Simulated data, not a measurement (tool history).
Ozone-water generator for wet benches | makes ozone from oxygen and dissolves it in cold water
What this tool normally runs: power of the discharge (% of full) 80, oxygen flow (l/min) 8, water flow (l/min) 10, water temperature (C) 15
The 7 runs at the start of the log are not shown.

| run | hour | power of the discharge (% of full) | oxygen flow (l/min) | water flow (l/min) | water temperature (C) | dissolved ozone (ppm) | ozone in the gas ahead of the water (g/m3) |
|---|---|---|---|---|---|---|---|
| 8 | 323.6 | 80 | 8 | 14 | 15 | 21.9 | 190.8 |
| 9 | 351.2 | 80 | 8 | 7 | 15 | 34.5 | 191 |
| 10 | 396.9 | 80 | 8 | 7 | 15 | 34.6 | 188.8 |
| 11 | 420.3 | 80 | 8 | 9 | 15 | 29.3 | 191.9 |
| 12 | 474.1 | 80 | 8 | 9 | 15 | 29.6 | 188.5 |
| 13 | 514.5 | 80 | 8 | 9 | 15 | 29.3 | 190 |
| 14 | 537.6 | 80 | 8 | 9 | 15 | 29.6 | 188.2 |
|  | 571.3 | water thermometer calibrated |
| 15 | 574.5 | 80 | 8 | 9 | 15 | 29.5 | 190.4 |
| 16 | 614.9 | 47 | 8 | 9 | 15 | 19.8 | 126.4 |
| 17 | 659 | 80 | 8 | 8 | 15 | 31.8 | 186.9 |
| 18 | 698.1 | 46 | 8.75 | 7 | 17 | 20.9 | 119.5 |
| 19 | 749.2 | 48 | 4.46 | 13 | 22 | 13.9 | 165.1 |
| 20 | 798.8 | 82 | 4.02 | 12 | 22 | 21.9 | 257.8 |
| 21 | 840.9 | 51 | 4.13 | 15 | 13 | 14.2 | 176.3 |
| 22 | 887.5 | 72 | 4.13 | 8 | 20 | 28.4 | 231.9 |
| 23 | 910.4 | 72 | 4.13 | 8 | 20 | 28.3 | 231.4 |
| 24 | 958.7 | 72 | 4.13 | 8 | 20 | 28.3 | 229.5 |
| 25 | 1002.6 | 56 | 8 | 8 | 22 | 20.2 | 142.2 |
| 26 | 1040.6 | 56 | 8 | 8 | 22 | 20.2 | 141.4 |
| 27 | 1077.1 | 80 | 5.26 | 14 | 15 | 21.4 | 225.6 |
| 28 | 1121.4 | 80 | 5.26 | 14 | 15 | 21.7 | 225.9 |
| 29 | 1170.5 | 80 | 12.82 | 9 | 15 | 27.2 | 152.5 |
| 30 | 1194.4 | 80 | 12.82 | 9 | 15 | 26.7 | 152 |
| 31 | 1245.4 | 80 | 10.14 | 9 | 8 | 33.5 | 167.1 |
| 32 | 1294.6 | 80 | 10.14 | 9 | 8 | 33 | 169.2 |

What if the next run were any one of these 3? Each begins from the tool's condition after run 32:
| A | 1327.7 | 80 | 8 | 10 | 9 | ? | ? |
| B | 1327.7 | 59 | 10.14 | 9 | 8 | ? | ? |
| C | 1327.7 | 86 | 7.6 | 12 | 8 | ? | ? |

| run | dissolved ozone (ppm) | ozone in the gas ahead of the water (g/m3) |
|---|---|---|
| A | 31.4 | 187.1 |
| B | 26.6 | 132.8 |
| C | 29.3 | 201.7 |
The same runs, with their run-to-run variation unchanged, on a tool lacking any hidden condition would have given:
| run | dissolved ozone (ppm) | ozone in the gas ahead of the water (g/m3) |
|---|---|---|
| A | 31.4 | 192.2 |
| B | 26.6 | 136.4 |
| C | 29.3 | 207.2 |
